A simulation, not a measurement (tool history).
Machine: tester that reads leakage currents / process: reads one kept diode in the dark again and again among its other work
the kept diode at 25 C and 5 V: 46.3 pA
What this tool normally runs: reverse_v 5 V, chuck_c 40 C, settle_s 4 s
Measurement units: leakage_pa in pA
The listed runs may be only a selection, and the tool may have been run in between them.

| run | day | reverse_v | chuck_c | settle_s | leakage_pa |
|---|---|---|---|---|---|
| 1 | 0 | 5 | 40 | 4 | 179.78 |
| 2 | 10.638 | 3.2 | 40 | 4 | 155.42 |
| 3 | 19.621 | 3.2 | 40 | 4 | 157.01 |
| 4 | 29.033 | 5 | 40 | 4 | 186.32 |
| 5 | 36.125 | 5 | 40 | 1.34 | 189.59 |
|  | 39.054 | tester calibrated |
| 6 | 47.117 | 5 | 40 | 1.34 | 194.2 |
| 7 | 54.958 | 5 | 40 | 5.71 | 197.65 |
|  | 55.862 | probe card cleaned and baked |
| 8 | 65.167 | 5 | 31 | 4 | 88.5 |
|  | 68.646 | chuck's temperature calibrated |
| 9 | 69.917 | 5 | 31 | 4 | 80.77 |
| 10 | 75.371 | 5 | 40 | 4 | 175.81 |
| 11 | 86.296 | 5 | 40 | 4 | 178.94 |
| 12 | 95.292 | 5 | 40 | 4 | 181.72 |
| 13 | 104.7 | 5 | 40 | 4 | 184.74 |
| 14 | 110.879 | 5 | 40 | 4 | 185.71 |
| 15 | 117.867 | 5 | 40 | 8.97 | 187.32 |
| 16 | 123.433 | 5 | 40 | 8.97 | 190.64 |
| 17 | 128.558 | 5 | 40 | 4 | 190.61 |
| 18 | 137.1 | 5 | 32 | 4 | 100.51 |
| 19 | 146.454 | 5 | 32 | 4 | 102.04 |
| 20 | 151.425 | 5 | 32 | 4.5 | 103.17 |
|  | 152.546 | chuck's temperature calibrated |
| 21 | 157.654 | 5 | 32 | 4.5 | 93 |
| 22 | 169.104 | 6.14 | 21 | 0.6 | 44.68 |
| 23 | 175.95 | 1.89 | 40 | 0.63 | 128.67 |
| 24 | 180.708 | 10.57 | 40 | 0.63 | 247.73 |
| 25 | 188.712 | 10.57 | 40 | 0.63 | 249.74 |
| 26 | 197.304 | 10.57 | 40 | 0.63 | 253.75 |

Run 27 comes next. What will it give?
|  | 198.325 | probe card cleaned and baked |
| 27 | 203.467 | 5 | 58 | 9 | ? |

{"run 27": {"leakage_pa": 750.24}}
If the tool had no hidden condition, the same run with the same run-to-run variation would have returned leakage_pa 720.58 pA.

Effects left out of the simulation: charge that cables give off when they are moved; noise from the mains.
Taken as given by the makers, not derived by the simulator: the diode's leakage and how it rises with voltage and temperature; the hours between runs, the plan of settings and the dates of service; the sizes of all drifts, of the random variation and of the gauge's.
